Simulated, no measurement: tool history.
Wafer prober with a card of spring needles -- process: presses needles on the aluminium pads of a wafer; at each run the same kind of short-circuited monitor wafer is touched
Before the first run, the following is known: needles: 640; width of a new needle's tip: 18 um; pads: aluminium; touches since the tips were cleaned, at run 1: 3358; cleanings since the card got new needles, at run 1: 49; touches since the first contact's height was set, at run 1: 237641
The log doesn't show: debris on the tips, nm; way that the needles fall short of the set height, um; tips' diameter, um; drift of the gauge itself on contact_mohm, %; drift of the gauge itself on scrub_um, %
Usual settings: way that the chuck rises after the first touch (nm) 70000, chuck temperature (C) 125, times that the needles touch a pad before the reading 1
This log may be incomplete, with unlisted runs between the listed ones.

run	hour	way that the chuck rises after the first touch (nm)	chuck temperature (C)	times that the needles touch a pad before the reading	touches since the tips were cleaned	cleanings since the card got new needles	touches since the first contact's height was set	resistance of one needle with its contact and lead (mohm)	way that a needle slides on the pad (nm)
1	0	70000	125	1	3358	49	237641	143.1	11340
# hour 3.2: tips cleaned on abrasive film
# hour 17.1: tips cleaned on abrasive film
# hour 19.9: height of the first contact set anew
2	22.8	70000	125	1	1798	51	969	140	11660
# hour 29.8: tips cleaned on abrasive film
# hour 43.7: tips cleaned on abrasive film
3	49.7	70000	125	1	2008	53	9867	138.9	11690
# hour 58.4: tips cleaned on abrasive film
# hour 70.9: tips cleaned on abrasive film
4	72.2	70000	125	1	434	55	17301	135.4	11700
# hour 83.7: tips cleaned on abrasive film
5	87.5	70000	125	1	1241	56	22368	137.4	11690
# hour 97.1: tips cleaned on abrasive film
# hour 110.1: tips cleaned on abrasive film
6	117.5	70000	125	1	2496	58	32342	138.9	11660
# hour 124.9: tips cleaned on abrasive film
# hour 137.8: tips cleaned on abrasive film
7	142.3	70000	125	2	1491	60	40523	138.1	11700
# hour 152: tips cleaned on abrasive film
# hour 164.7: tips cleaned on abrasive film
8	173.6	70000	125	2	2975	62	50904	138.6	11620
# hour 178.4: tips cleaned on abrasive film
# hour 192.5: tips cleaned on abrasive film
9	201	70000	125	2	2844	64	59994	140.3	11630
# hour 205.6: tips cleaned on abrasive film
# hour 218: tips cleaned on abrasive film
10	227.3	88000	125	1	3103	66	68704	137.2	14670
# hour 232.5: tips cleaned on abrasive film
# hour 245.8: tips cleaned on abrasive film
11	246.4	88000	125	1	203	68	75019	133.9	14640
# hour 261: tips cleaned on abrasive film
12	265.7	70000	125	2	1545	69	81395	137.8	11600
# hour 275.4: tips cleaned on abrasive film
# hour 289.6: tips cleaned on abrasive film
13	290.9	70000	125	2	434	71	89750	136.2	11560
# hour 303.1: tips cleaned on abrasive film
# hour 315.5: tips cleaned on abrasive film
14	320.1	70000	125	2	1540	73	99423	139.1	11580
# hour 328.9: tips cleaned on abrasive film
# hour 341.7: tips cleaned on abrasive film
# hour 354.9: tips cleaned on abrasive film
15	354.9	61000	125	1	0	76	110931	138.2	10040
# hour 367.6: tips cleaned on abrasive film
16	371.7	61000	125	1	1372	77	116528	142.7	10000
# hour 381.5: tips cleaned on abrasive film
# hour 394: tips cleaned on abrasive film
17	398.6	61000	125	1	1552	79	125430	142.5	10030
# hour 408.3: tips cleaned on abrasive film
# hour 421: tips cleaned on abrasive film
18	428.1	61000	125	1	2385	81	135211	144.4	10030
# hour 435.8: tips cleaned on abrasive film
# hour 449.5: tips cleaned on abrasive film
19	459.2	77000	125	2	3224	83	145508	137.7	12700
# hour 464.4: tips cleaned on abrasive film
# hour 478.2: tips cleaned on abrasive film
20	478.2	77000	125	2	0	85	151781	135	12640
# hour 491.5: tips cleaned on abrasive film
21	496.5	77000	113	1	1670	86	157866	135.7	12670
# hour 505.8: tips cleaned on abrasive film
# hour 518.9: tips cleaned on abrasive film
22	528.9	60000	113	1	3319	88	168593	143.9	9800
# hour 534.1: tips cleaned on abrasive film
# hour 547.7: tips cleaned on abrasive film
23	555.6	66000	125	2	2646	90	177444	139.8	10800
# hour 560.6: tips cleaned on abrasive film
# hour 574.9: tips cleaned on abrasive film
24	583.5	66000	125	2	2857	92	186684	139.8	10710
# hour 587.8: tips cleaned on abrasive film
# hour 601.7: tips cleaned on abrasive film
25	605.4	62000	40	2	1222	94	193922	127.3	10090
# hour 615.9: tips cleaned on abrasive film
# hour 629.1: tips cleaned on abrasive film
26	633.3	62000	40	2	1384	96	203155	128.2	10110
# hour 642.6: tips cleaned on abrasive film
# hour 655.9: tips cleaned on abrasive film
27	660.7	70000	125	1	1625	98	212255	139.8	11400
# hour 669.7: tips cleaned on abrasive film
28	677.6	58000	31	1	2640	99	217862	133.1	9350
# hour 683.5: tips cleaned on abrasive film
29	693.7	58000	31	1	3433	100	223203	135.5	9380

Branching from run 29: 3 alternative next runs. What would each branch give?
# hour 696.9: tips cleaned on abrasive film
# hour 710.3: tips cleaned on abrasive film
# hour 723.8: tips cleaned on abrasive film
A	725.8	70000	25	2	671	103	233786	?	?
# hour 696.9: tips cleaned on abrasive film
# hour 710.3: tips cleaned on abrasive film
# hour 723.8: tips cleaned on abrasive film
B	725.8	70000	125	3	671	103	233786	?	?
# hour 696.9: tips cleaned on abrasive film
# hour 710.3: tips cleaned on abrasive film
# hour 723.8: tips cleaned on abrasive film
C	725.8	61000	39	1	671	103	233786	?	?

run	resistance of one needle with its contact and lead (mohm)	way that a needle slides on the pad (nm)
A	122.8	11400
B	138.8	11390
C	128.7	9860
Had the tool no hidden state, the same runs would have come out as:
run	resistance of one needle with its contact and lead (mohm)	way that a needle slides on the pad (nm)
A	120.2	11760
B	136.9	11740
C	123.9	10220

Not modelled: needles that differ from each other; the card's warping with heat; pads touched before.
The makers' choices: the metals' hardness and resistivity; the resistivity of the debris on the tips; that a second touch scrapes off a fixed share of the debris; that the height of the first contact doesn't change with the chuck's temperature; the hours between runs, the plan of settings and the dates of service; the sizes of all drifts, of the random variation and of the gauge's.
